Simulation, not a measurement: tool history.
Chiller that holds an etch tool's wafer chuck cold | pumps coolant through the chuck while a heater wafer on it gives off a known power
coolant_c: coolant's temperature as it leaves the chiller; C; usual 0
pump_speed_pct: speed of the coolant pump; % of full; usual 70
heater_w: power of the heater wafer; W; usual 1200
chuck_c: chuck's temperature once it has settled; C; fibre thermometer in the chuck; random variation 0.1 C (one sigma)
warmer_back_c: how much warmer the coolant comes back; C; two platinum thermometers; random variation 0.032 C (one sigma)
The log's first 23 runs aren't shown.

run 24 hour=1063.9 | coolant_c=-4 pump_speed_pct=64 heater_w=801 | chuck_c=6.5 warmer_back_c=2.77
run 25 hour=1127.0 | coolant_c=0 pump_speed_pct=72 heater_w=1200 | chuck_c=14.5 warmer_back_c=3.75
run 26 hour=1185.6 | coolant_c=8 pump_speed_pct=81 heater_w=1414 | chuck_c=24.1 warmer_back_c=3.89
run 27 hour=1231.3 | coolant_c=0 pump_speed_pct=100 heater_w=927 | chuck_c=9.6 warmer_back_c=2.11
run 28 hour=1269.7 | coolant_c=-6 pump_speed_pct=86 heater_w=900 | chuck_c=4.0 warmer_back_c=2.30
run 29 hour=1328.7 | coolant_c=-6 pump_speed_pct=86 heater_w=900 | chuck_c=4.1 warmer_back_c=2.39
run 30 hour=1397.4 | coolant_c=8 pump_speed_pct=80 heater_w=1200 | chuck_c=21.8 warmer_back_c=3.36
run 31 hour=1457.2 | coolant_c=5 pump_speed_pct=70 heater_w=850 | chuck_c=15.6 warmer_back_c=2.71

Forecast each of these 3 alternatives for the next run:
run A hour=1514.6 | coolant_c=7 pump_speed_pct=70 heater_w=681 | chuck_c=? warmer_back_c=?
run B hour=1514.6 | coolant_c=3 pump_speed_pct=77 heater_w=1362 | chuck_c=? warmer_back_c=?
run C hour=1514.6 | coolant_c=8 pump_speed_pct=75 heater_w=1221 | chuck_c=? warmer_back_c=?

run=A chuck_c=15.5 warmer_back_c=2.18
run=B chuck_c=19.0 warmer_back_c=3.96
run=C chuck_c=22.5 warmer_back_c=3.71
Without the tool's hidden state the same runs would have given:
run=A chuck_c=14.6 warmer_back_c=2.07
run=B chuck_c=17.3 warmer_back_c=3.77
run=C chuck_c=21.0 warmer_back_c=3.53
